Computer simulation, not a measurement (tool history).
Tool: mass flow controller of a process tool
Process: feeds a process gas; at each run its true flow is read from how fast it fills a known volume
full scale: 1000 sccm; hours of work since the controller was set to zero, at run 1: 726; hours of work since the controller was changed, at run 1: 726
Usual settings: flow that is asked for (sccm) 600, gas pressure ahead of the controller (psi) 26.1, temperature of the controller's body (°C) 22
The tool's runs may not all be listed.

run,hour,flow that is asked for (sccm),gas pressure ahead of the controller (psi),temperature of the controller's body (°C),hours of work since the controller was set to zero,hours of work since the controller was changed,true flow (%)
1,0,600,26.1,22,726,726,99.08
2,470.6,332,26.1,22,1040,1040,98.35
3,1022.8,332,26.1,22,1409,1409,98.56
4,1499.3,170,26.1,22,1728,1728,97.87
5,1798.4,170,35.2,22,1928,1928,98.31
6,2190.3,170,35.2,22,2190,2190,98.24
7,2648.7,600,26.1,22,2497,2497,98.75
8,3224.8,600,26.1,22,2882,2882,98.74
9,3491.1,600,26.1,22,3060,3060,98.82
10,3819.5,600,26.1,22,3279,3279,98.7
11,4237,219,26.1,22,3559,3559,97.8
12,4512.4,219,26.1,22,3743,3743,97.63
13,4971.4,600,26.1,26,4050,4050,98.21
14,5538.9,995,26.1,22,4429,4429,99.38
15,5998.3,995,26.1,22,4736,4736,99.37
16,6490.5,995,26.1,22,5065,5065,99.42
17,6972.5,820,26.1,22,5388,5388,98.84
18,7374,820,26.1,22,5656,5656,98.9
19,7673.3,820,26.1,22,5856,5856,98.79
20,8173.5,820,26.1,22,6191,6191,98.76
# hour 8204.6: controller's zero set anew
21,8455.1,170,26.1,22,167,6379,97.12
22,9020,170,26.1,22,545,6756,97.19
23,9540,277,23.9,22,893,7104,97.17
24,9915.3,922,40.3,22,1144,7355,99.47
25,10316.7,922,40.3,22,1412,7623,99.43
26,10747.2,922,40.3,22,1700,7911,99.31
27,11273.4,922,40.3,22,2052,8263,99.33
28,11765.2,810,31.9,37,2381,8592,97.58
29,12157.8,139,29.7,22,2643,8854,96.85
30,12631.2,600,31.5,22,2960,9171,98.09
# hour 12667.7: gauge calibrated
31,13081.7,232,31.5,22,3261,9472,98.51
32,13486.9,105,35.4,21,3532,9743,98.41
33,13930.8,105,35.4,21,3829,10040,98.36
34,14229,453,35.4,21,4028,10239,99.13
35,14764.5,334,32.2,20,4386,10597,98.77
36,15316.5,600,26.1,31,4755,10966,98.14
37,15650.6,600,34.5,24,4979,11190,98.93
38,16085.9,600,34.5,24,5270,11481,98.98
39,16492.2,141,32.8,33,5541,11753,97.16
# hour 16724.4: controller exchanged for a calibrated one
40,16845.9,141,32.8,33,81,81,97.08
41,17223.8,140,26.1,27,334,334,97.23

Forecast each of these 4 alternatives for the next run:
A,17658.5,600,26.5,30,625,625,?
B,17658.5,600,38.9,39,625,625,?
C,17658.5,374,26.1,27,625,625,?
D,17658.5,172,21.5,33,625,625,?

run,true flow (%)
A,98.11
B,98.02
C,97.61
D,96.59
Without the tool's hidden state the same runs would have given:
run,true flow (%)
A,98.66
B,98.56
C,98.15
D,97.12
